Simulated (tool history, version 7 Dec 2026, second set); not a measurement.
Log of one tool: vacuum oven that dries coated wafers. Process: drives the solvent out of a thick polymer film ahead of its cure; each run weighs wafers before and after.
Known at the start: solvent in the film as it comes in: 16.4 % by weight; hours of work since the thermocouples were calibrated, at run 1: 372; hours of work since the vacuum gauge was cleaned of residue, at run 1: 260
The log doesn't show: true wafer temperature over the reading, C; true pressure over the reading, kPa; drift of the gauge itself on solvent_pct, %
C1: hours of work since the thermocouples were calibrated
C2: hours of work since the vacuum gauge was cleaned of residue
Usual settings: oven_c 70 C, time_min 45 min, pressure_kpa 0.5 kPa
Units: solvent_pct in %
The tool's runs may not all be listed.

run 1 hour=0 | oven_c=70 time_min=45 pressure_kpa=0.5 | C1=372 C2=260 | solvent_pct=2.34
run 2 hour=10 | oven_c=70 time_min=43 pressure_kpa=0.5 | C1=377 C2=264 | solvent_pct=2.52
run 3 hour=26.2 | oven_c=70 time_min=23 pressure_kpa=0.5 | C1=384 C2=271 | solvent_pct=5.53
run 4 hour=43.6 | oven_c=73 time_min=45 pressure_kpa=0.5 | C1=392 C2=279 | solvent_pct=1.52
run 5 hour=55.1 | oven_c=70 time_min=45 pressure_kpa=0.5 | C1=397 C2=284 | solvent_pct=2.31
run 6 hour=73.9 | oven_c=70 time_min=45 pressure_kpa=0.5 | C1=405 C2=292 | solvent_pct=2.53

The next listed run, before its measurement:
run 7 hour=87.5 | oven_c=70 time_min=45 pressure_kpa=0.5 | C1=411 C2=298 | solvent_pct=?

solvent_pct: 2.44 %
Without the tool's hidden state the same run would have given solvent_pct 2.07 %.
